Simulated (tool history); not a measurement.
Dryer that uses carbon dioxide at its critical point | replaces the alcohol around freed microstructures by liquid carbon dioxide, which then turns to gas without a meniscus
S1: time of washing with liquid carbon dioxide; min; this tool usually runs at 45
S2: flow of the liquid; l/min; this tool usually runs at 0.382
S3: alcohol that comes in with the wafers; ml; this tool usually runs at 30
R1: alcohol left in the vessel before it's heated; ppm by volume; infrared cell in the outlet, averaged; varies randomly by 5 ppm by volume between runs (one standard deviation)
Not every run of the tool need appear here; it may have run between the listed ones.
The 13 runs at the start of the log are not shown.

Run 14, hour 594.2: usual settings but S1 70 min. Result: R1 61 ppm by volume.
Run 15, hour 641.3: usual settings. Result: R1 88 ppm by volume.
Run 16, hour 678: usual settings. Result: R1 98 ppm by volume.
Run 17, hour 726.2: usual settings but S2 0.456 l/min. Result: R1 77 ppm by volume.
At hour 795: inlet filter changed.
Run 18, hour 795: usual settings but S2 0.486 l/min. Result: R1 86 ppm by volume.
Run 19, hour 861.3: usual settings. Result: R1 85 ppm by volume.
Run 20, hour 927.8: usual settings. Result: R1 95 ppm by volume.
Run 21, hour 962: usual settings but S1 38 min, S2 0.265 l/min, S3 24 ml. Result: R1 233 ppm by volume.
Run 22, hour 1018.4: usual settings but S1 47 min, S2 0.458 l/min, S3 104 ml. Result: R1 86 ppm by volume.
Run 23, hour 1078.2: usual settings but S1 47 min, S2 0.458 l/min, S3 104 ml. Result: R1 92 ppm by volume.
Run 24, hour 1143: usual settings but S1 37 min, S3 41 ml. Result: R1 158 ppm by volume.
Run 25, hour 1212.6: usual settings but S1 37 min, S3 41 ml. Result: R1 169 ppm by volume.
Run 26, hour 1257.9: usual settings but S1 71 min, S2 0.287 l/min, S3 77 ml. Result: R1 105 ppm by volume.
Run 27, hour 1319.1: usual settings but S1 29 min, S2 0.418 l/min, S3 26 ml. Result: R1 199 ppm by volume.
Run 28, hour 1367.4: usual settings but S1 39 min, S2 0.488 l/min, S3 26 ml. Result: R1 118 ppm by volume.
Run 29, hour 1406.6: usual settings but S2 0.518 l/min, S3 44 ml. Result: R1 108 ppm by volume.
At hour 1427.7: inlet filter changed.
Run 30, hour 1458.5: usual settings but S2 0.518 l/min, S3 44 ml. Result: R1 108 ppm by volume.
Run 31, hour 1510.5: usual settings but S3 95 ml. Result: R1 135 ppm by volume.
Run 32, hour 1541.7: usual settings but S1 66 min, S3 47 ml. Result: R1 105 ppm by volume.
Run 33, hour 1608.8: usual settings but S1 53 min, S2 0.449 l/min, S3 46 ml. Result: R1 110 ppm by volume.
Run 34, hour 1654.8: usual settings but S1 44 min, S2 0.449 l/min, S3 25 ml. Result: R1 113 ppm by volume.
Run 35, hour 1717: usual settings but S1 44 min, S2 0.449 l/min, S3 25 ml. Result: R1 116 ppm by volume.
Run 36, hour 1785: usual settings but S1 44 min, S2 0.449 l/min, S3 25 ml. Result: R1 129 ppm by volume.
At hour 1795.9: purifier's bed changed.
Run 37, hour 1820.1: usual settings but S1 44 min, S2 0.449 l/min, S3 25 ml. Result: R1 11 ppm by volume.
Run 38, hour 1882.8: usual settings but S1 44 min, S2 0.507 l/min, S3 72 ml. Result: R1 24 ppm by volume.

Forecast each of these 5 alternatives for the next run:
Run A, hour 1944.2: usual settings but S2 0.328 l/min. Result: R1 ?.
Run B, hour 1944.2: usual settings but S1 49 min, S2 0.328 l/min, S3 72 ml. Result: R1 ?.
Run C, hour 1944.2: usual settings but S1 55 min, S2 0.298 l/min, S3 72 ml. Result: R1 ?.
Run D, hour 1944.2: usual settings but S1 35 min. Result: R1 ?.
Run E, hour 1944.2: usual settings but S1 44 min, S2 0.28 l/min, S3 38 ml. Result: R1 ?.

run   R1
  A   56
  B   77
  C   69
  D   89
  E  153
Without the tool's unlogged condition, the same runs would have read:
run  R1
  A  28
  B  38
  C  35
  D  49
  E  83
